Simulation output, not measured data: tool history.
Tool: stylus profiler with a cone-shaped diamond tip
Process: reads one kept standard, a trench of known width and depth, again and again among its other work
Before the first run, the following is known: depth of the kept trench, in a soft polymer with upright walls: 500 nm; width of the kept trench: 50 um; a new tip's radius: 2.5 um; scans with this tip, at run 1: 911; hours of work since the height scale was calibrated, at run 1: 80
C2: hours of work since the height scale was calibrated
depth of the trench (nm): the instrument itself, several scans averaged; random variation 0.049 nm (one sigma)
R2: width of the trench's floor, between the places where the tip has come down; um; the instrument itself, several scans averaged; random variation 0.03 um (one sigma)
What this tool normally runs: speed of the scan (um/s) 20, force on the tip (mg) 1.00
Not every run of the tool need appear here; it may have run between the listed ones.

Run 1, hour 0.0: usual settings; scans with this tip 911; C2 80. Result: depth of the trench (nm) 503.35, R2 46.80 um.
Run 2, hour 70.2: usual settings; scans with this tip 1520; C2 133. Result: depth of the trench (nm) 503.28, R2 46.83 um.
Run 3, hour 156.7: usual settings; scans with this tip 2272; C2 199. Result: depth of the trench (nm) 503.34, R2 46.83 um.
Run 4, hour 219.9: usual settings; scans with this tip 2821; C2 247. Result: depth of the trench (nm) 503.36, R2 46.77 um.
Run 5, hour 306.5: usual settings but speed of the scan (um/s) 9; scans with this tip 3572; C2 312. Result: depth of the trench (nm) 503.34, R2 46.94 um.
Run 6, hour 419.5: usual settings but speed of the scan (um/s) 9; scans with this tip 4554; C2 398. Result: depth of the trench (nm) 503.31, R2 46.89 um.
Run 7, hour 493.4: usual settings but speed of the scan (um/s) 9; scans with this tip 5196; C2 454. Result: depth of the trench (nm) 503.26, R2 46.89 um.
Run 8, hour 562.7: usual settings but speed of the scan (um/s) 17; scans with this tip 5798; C2 507. Result: depth of the trench (nm) 503.36, R2 46.80 um.
Run 9, hour 667.1: usual settings but speed of the scan (um/s) 17; scans with this tip 6705; C2 586. Result: depth of the trench (nm) 503.25, R2 46.84 um.
Run 10, hour 738.2: usual settings but speed of the scan (um/s) 60; scans with this tip 7322; C2 640. Result: depth of the trench (nm) 503.35, R2 46.36 um.
Run 11, hour 816.3: usual settings but speed of the scan (um/s) 60; scans with this tip 8001; C2 700. Result: depth of the trench (nm) 503.31, R2 46.38 um.
Run 12, hour 923.4: usual settings but speed of the scan (um/s) 60; scans with this tip 8931; C2 781. Result: depth of the trench (nm) 503.35, R2 46.43 um.
Run 13, hour 996.3: usual settings; scans with this tip 9564; C2 836. Result: depth of the trench (nm) 503.41, R2 46.74 um.
Run 14, hour 1079.4: usual settings; scans with this tip 10286; C2 900. Result: depth of the trench (nm) 503.39, R2 46.75 um.
At hour 1111.2: height scale calibrated on a step standard.
Run 15, hour 1145.9: usual settings; scans with this tip 10859; C2 26. Result: depth of the trench (nm) 503.36, R2 46.82 um.
Run 16, hour 1194.8: usual settings; scans with this tip 11284; C2 64. Result: depth of the trench (nm) 503.30, R2 46.77 um.
Run 17, hour 1294.8: usual settings; scans with this tip 12152; C2 139. Result: depth of the trench (nm) 503.37, R2 46.87 um.
Run 18, hour 1361.0: usual settings; scans with this tip 12728; C2 190. Result: depth of the trench (nm) 503.36, R2 46.81 um.
Run 19, hour 1435.4: usual settings but force on the tip (mg) 1.36; scans with this tip 13373; C2 246. Result: depth of the trench (nm) 504.18, R2 46.79 um.
Run 20, hour 1502.5: usual settings but force on the tip (mg) 1.36; scans with this tip 13957; C2 297. Result: depth of the trench (nm) 504.16, R2 46.78 um.
Run 21, hour 1617.7: usual settings but force on the tip (mg) 2.32; scans with this tip 14957; C2 385. Result: depth of the trench (nm) 505.88, R2 46.86 um.
Run 22, hour 1721.7: usual settings but speed of the scan (um/s) 36; scans with this tip 15860; C2 464. Result: depth of the trench (nm) 503.29, R2 46.62 um.
Run 23, hour 1820.8: usual settings; scans with this tip 16721; C2 539. Result: depth of the trench (nm) 503.29, R2 46.80 um.
Run 24, hour 1882.1: usual settings but speed of the scan (um/s) 10, force on the tip (mg) 0.74; scans with this tip 17254; C2 586. Result: depth of the trench (nm) 502.72, R2 46.86 um.
Run 25, hour 1962.7: usual settings but speed of the scan (um/s) 10, force on the tip (mg) 0.74; scans with this tip 17954; C2 647. Result: depth of the trench (nm) 502.63, R2 46.86 um.
Run 26, hour 2066.8: usual settings but speed of the scan (um/s) 76, force on the tip (mg) 2.01; scans with this tip 18858; C2 726. Result: depth of the trench (nm) 505.33, R2 46.40 um.
Run 27, hour 2133.9: usual settings but speed of the scan (um/s) 33, force on the tip (mg) 0.38; scans with this tip 19440; C2 777. Result: depth of the trench (nm) 501.67, R2 46.47 um.
Run 28, hour 2242.9: usual settings but speed of the scan (um/s) 8, force on the tip (mg) 1.65; scans with this tip 20387; C2 860. Result: depth of the trench (nm) 504.59, R2 46.93 um.
Run 29, hour 2306.5: usual settings but speed of the scan (um/s) 6, force on the tip (mg) 0.50; scans with this tip 20939; C2 908. Result: depth of the trench (nm) 502.12, R2 46.85 um.
At hour 2328.7: height scale calibrated on a step standard.
Run 30, hour 2356.6: usual settings but speed of the scan (um/s) 6, force on the tip (mg) 0.57; scans with this tip 21370; C2 21. Result: depth of the trench (nm) 502.26, R2 46.85 um.
Run 31, hour 2436.3: usual settings but speed of the scan (um/s) 8, force on the tip (mg) 1.16; scans with this tip 22063; C2 82. Result: depth of the trench (nm) 503.68, R2 46.91 um.
Run 32, hour 2526.1: usual settings but speed of the scan (um/s) 8, force on the tip (mg) 1.16; scans with this tip 22843; C2 150. Result: depth of the trench (nm) 503.59, R2 46.87 um.
Run 33, hour 2630.5: usual settings but speed of the scan (um/s) 8, force on the tip (mg) 1.16; scans with this tip 23750; C2 229. Result: depth of the trench (nm) 503.69, R2 46.86 um.
Run 34, hour 2727.8: usual settings but force on the tip (mg) 2.03; scans with this tip 24595; C2 303. Result: depth of the trench (nm) 505.46, R2 46.82 um.
Run 35, hour 2837.7: usual settings but force on the tip (mg) 0.57; scans with this tip 25549; C2 387. Result: depth of the trench (nm) 502.34, R2 46.71 um.
Run 36, hour 2894.6: usual settings but force on the tip (mg) 0.57; scans with this tip 26043; C2 430. Result: depth of the trench (nm) 502.27, R2 46.72 um.
Run 37, hour 2961.8: usual settings but speed of the scan (um/s) 31, force on the tip (mg) 0.54; scans with this tip 26627; C2 481. Result: depth of the trench (nm) 502.28, R2 46.52 um.
At hour 3026.6: new tip fitted, height scale calibrated.
Run 38, hour 3066.4: usual settings but speed of the scan (um/s) 49, force on the tip (mg) 2.41; scans with this tip 346; C2 30. Result: depth of the trench (nm) 506.04, R2 46.66 um.
Run 39, hour 3179.3: usual settings but speed of the scan (um/s) 49, force on the tip (mg) 2.41; scans with this tip 1326; C2 116. Result: depth of the trench (nm) 505.96, R2 46.68 um.
Run 40, hour 3237.3: usual settings but speed of the scan (um/s) 19, force on the tip (mg) 0.81; scans with this tip 1831; C2 160. Result: depth of the trench (nm) 502.86, R2 46.76 um.
Run 41, hour 3328.1: usual settings but speed of the scan (um/s) 16, force on the tip (mg) 0.36; scans with this tip 2619; C2 229. Result: depth of the trench (nm) 501.71, R2 46.74 um.
Run 42, hour 3432.8: usual settings but speed of the scan (um/s) 8; scans with this tip 3529; C2 309. Result: depth of the trench (nm) 503.32, R2 46.96 um.
Run 43, hour 3490.1: usual settings but speed of the scan (um/s) 7, force on the tip (mg) 1.03; scans with this tip 4026; C2 352. Result: depth of the trench (nm) 503.35, R2 46.92 um.
Run 44, hour 3590.5: usual settings but speed of the scan (um/s) 45, force on the tip (mg) 0.37; scans with this tip 4898; C2 428. Result: depth of the trench (nm) 501.59, R2 46.30 um.
Run 45, hour 3697.0: usual settings but force on the tip (mg) 0.75; scans with this tip 5823; C2 509. Result: depth of the trench (nm) 502.71, R2 46.75 um.
Run 46, hour 3769.0: usual settings but force on the tip (mg) 0.75; scans with this tip 6449; C2 564. Result: depth of the trench (nm) 502.78, R2 46.78 um.

For each entry between runs, how does the tool's hidden state at the last listed run before it compare with that at the first listed run after it?
Between runs 14 and 15: height scale calibrated on a step standard (hour 1111.2)
  height scale over the true one, %: 0.001 -> 0
  what was measured, less what the result would be without the hidden state, R2: -0.01 -> -0.02 um
Between runs 29 and 30: height scale calibrated on a step standard (hour 2328.7)
  height scale over the true one, %: 0.001 -> 0
  what was measured, less what the result would be without the hidden state, R2: -0.03 -> -0.03 um
Between runs 37 and 38: new tip fitted, height scale calibrated (hour 3026.6)
  radius of the tip, um: 2.56 -> 2.5
  what was measured, less what the result would be without the hidden state, R2: -0.04 -> +0.00 um
